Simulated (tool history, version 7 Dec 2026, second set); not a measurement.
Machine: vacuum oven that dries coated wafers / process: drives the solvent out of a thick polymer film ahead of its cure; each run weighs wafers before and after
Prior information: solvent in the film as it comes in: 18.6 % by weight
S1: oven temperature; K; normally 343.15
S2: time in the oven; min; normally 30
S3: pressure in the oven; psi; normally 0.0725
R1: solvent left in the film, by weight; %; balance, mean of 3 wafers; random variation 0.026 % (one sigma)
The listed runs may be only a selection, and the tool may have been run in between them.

| run | day | S1 | S2 | S3 | R1 |
|---|---|---|---|---|---|
| 1 | 0.000 | 343.15 | 30 | 0.0725 | 0.61 |
| 2 | 0.583 | 344.15 | 30 | 0.0725 | 0.50 |
| 3 | 1.308 | 343.15 | 30 | 0.0725 | 0.59 |
| 4 | 1.879 | 343.15 | 30 | 0.0725 | 0.59 |
| 5 | 2.221 | 334.15 | 30 | 0.0725 | 2.33 |
| 6 | 2.771 | 334.15 | 30 | 0.0725 | 2.29 |
| 7 | 3.096 | 334.15 | 30 | 0.0725 | 2.31 |
| 8 | 3.704 | 334.15 | 30 | 0.1395 | 2.43 |
| 9 | 4.450 | 343.15 | 23 | 0.0725 | 1.15 |
| 10 | 5.121 | 343.15 | 23 | 0.0725 | 1.12 |
| 11 | 5.454 | 333.15 | 30 | 0.0725 | 2.56 |
| 12 | 5.779 | 343.15 | 34 | 0.0725 | 0.39 |
| 13 | 6.196 | 343.15 | 34 | 0.0725 | 0.43 |
| 14 | 6.525 | 343.15 | 30 | 0.0725 | 0.54 |
| 15 | 6.954 | 343.15 | 30 | 0.0725 | 0.57 |
| 16 | 7.588 | 343.15 | 30 | 0.0725 | 0.59 |
| 17 | 7.917 | 358.15 | 30 | 0.0570 | 0.06 |
| 18 | 8.388 | 338.15 | 23 | 0.0570 | 2.21 |
| 19 | 8.904 | 338.15 | 23 | 0.0570 | 2.21 |
| 20 | 9.229 | 355.15 | 18 | 0.0844 | 0.26 |
| 21 | 9.683 | 343.15 | 45 | 0.0725 | 0.23 |
| 22 | 10.075 | 335.15 | 30 | 0.1256 | 2.10 |
| 23 | 10.408 | 343.15 | 30 | 0.0400 | 0.49 |
| 24 | 10.921 | 343.15 | 32 | 0.0400 | 0.42 |
| 25 | 11.442 | 356.15 | 21 | 0.1360 | 0.19 |
| 26 | 12.104 | 356.15 | 16 | 0.2853 | 0.50 |
| 27 | 12.562 | 332.15 | 41 | 0.2853 | 2.14 |
| 28 | 13.117 | 358.15 | 54 | 0.2853 | 0.28 |
| 29 | 13.558 | 349.15 | 24 | 0.2853 | 0.62 |

Forecast each of these 5 alternatives for the next run:
| A | 14.238 | 331.15 | 16 | 0.1952 | ? |
| B | 14.238 | 352.15 | 17 | 0.1314 | ? |
| C | 14.238 | 340.15 | 39 | 0.2324 | ? |
| D | 14.238 | 345.15 | 30 | 0.2077 | ? |
| E | 14.238 | 350.15 | 51 | 0.1893 | ? |

| run | R1 |
|---|---|
| A | 6.71 |
| B | 0.60 |
| C | 0.81 |
| D | 0.61 |
| E | 0.22 |
The same runs, with their run-to-run variation unchanged, on a tool lacking any hidden condition would have given:
| run | R1 |
|---|---|
| A | 7.36 |
| B | 0.78 |
| C | 0.97 |
| D | 0.74 |
| E | 0.22 |

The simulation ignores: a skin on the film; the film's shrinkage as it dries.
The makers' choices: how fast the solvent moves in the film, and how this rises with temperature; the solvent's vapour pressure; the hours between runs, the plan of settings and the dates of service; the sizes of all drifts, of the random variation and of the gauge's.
